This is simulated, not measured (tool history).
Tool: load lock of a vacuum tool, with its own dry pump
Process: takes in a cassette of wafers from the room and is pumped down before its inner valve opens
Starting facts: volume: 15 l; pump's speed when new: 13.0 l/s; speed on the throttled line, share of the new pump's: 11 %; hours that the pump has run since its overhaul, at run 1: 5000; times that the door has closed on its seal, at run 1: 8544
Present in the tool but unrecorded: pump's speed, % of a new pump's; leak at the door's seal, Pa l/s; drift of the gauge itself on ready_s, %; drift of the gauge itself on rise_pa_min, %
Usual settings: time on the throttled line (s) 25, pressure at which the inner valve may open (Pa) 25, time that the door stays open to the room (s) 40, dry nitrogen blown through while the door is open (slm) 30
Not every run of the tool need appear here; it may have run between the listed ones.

run,hour,time on the throttled line (s),pressure at which the inner valve may open (Pa),time that the door stays open to the room (s),dry nitrogen blown through while the door is open (slm),hours that the pump has run since its overhaul,times that the door has closed on its seal,"incoming humidity of the room's air, %",time from the closed door until the inner valve may open (s),rise of the pressure with all valves shut (Pa/min)
1,0,25,25,40,30,5000,8544,45.5,32.11,0.057
2,464.8,25,25,40,30,5464,9234,47.5,32.03,0.061
3,810,25,25,40,30,5810,9747,41,32.27,0.066
4,1103.7,25,25,40,30,6103,10183,46.5,32.18,0.071
5,1376.4,25,25,40,30,6376,10588,46.7,32.26,0.084
6,2002.7,25,25,40,36,7002,11518,46.5,32.23,0.074
7,2314.4,25,25,40,36,7314,11981,45.8,32.37,0.086
8,2756.6,25,25,40,36,7756,12637,44.4,32.32,0.093
9,3049.7,25,25,40,36,8049,13072,40.9,32.41,0.098
10,3657.8,23,25,40,30,8658,13975,44,30.59,0.1
11,4168.8,14,25,40,30,9168,14734,48.1,22.67,0.11
12,4450,14,25,40,30,9450,15152,43.6,22.67,0.12
13,4946.1,25,25,40,30,9946,15888,44,32.48,0.118
14,5513,25,25,40,30,10513,16730,46,32.34,0.133
15,6125.4,25,25,40,30,11125,17639,47.1,32.58,0.144
16,6732.6,25,25,40,31,11732,18541,44.1,32.56,0.152
17,7199.6,25,25,40,31,12199,19234,45.6,32.5,0.157
18,7808.5,25,25,40,31,12808,20138,44.6,32.72,0.167
19,8280,25,25,97,30,13280,20839,43.1,32.67,0.194
20,8821.5,25,25,40,23,13821,21643,45.5,32.84,0.186
21,9424.6,40,26,67,26,14424,22538,42.8,46,0.213
22,9700.3,40,26,67,26,14700,22948,45.8,45.86,0.214
# hour 9776.9: dry pump taken out, an overhauled one fitted
23,10245.6,40,19,67,18,469,23748,44.2,45.59,0.228
24,10714.6,28,39,30,7,938,24445,47.3,34.1,0.236
25,11176.7,26,22,26,15,1400,25131,45.4,32.96,0.235
26,11442.2,25,25,161,8,1665,25525,44.9,31.88,0.283
27,11989.6,44,25,40,30,2213,26338,47.8,48.98,0.246
28,12421.6,44,25,40,30,2645,26980,47,48.88,0.262
29,13065,44,25,40,30,3288,27935,45.4,48.9,0.277
30,13603.4,21,25,40,30,3826,28734,43.4,28.39,0.282
31,14252.3,21,25,30,17,4475,29698,45.8,28.47,0.299
32,14654.4,21,30,30,18,4877,30295,43.3,28.32,0.295
33,15044,28,30,30,18,5267,30873,42.2,34.34,0.312
34,15500.9,28,37,30,8,5724,31552,46.7,34.21,0.344

Run 35, settings as shown, results not yet in. Your forecast:
35,15800,28,37,30,8,6023,31996,42.8,?,?

time from the closed door until the inner valve may open (s): 34.3
rise of the pressure with all valves shut (Pa/min): 0.343
Were there no unlogged condition in the tool, this run, its random variation unchanged, would have produced time from the closed door until the inner valve may open (s) 34.19, rise of the pressure with all valves shut (Pa/min) 0.032.

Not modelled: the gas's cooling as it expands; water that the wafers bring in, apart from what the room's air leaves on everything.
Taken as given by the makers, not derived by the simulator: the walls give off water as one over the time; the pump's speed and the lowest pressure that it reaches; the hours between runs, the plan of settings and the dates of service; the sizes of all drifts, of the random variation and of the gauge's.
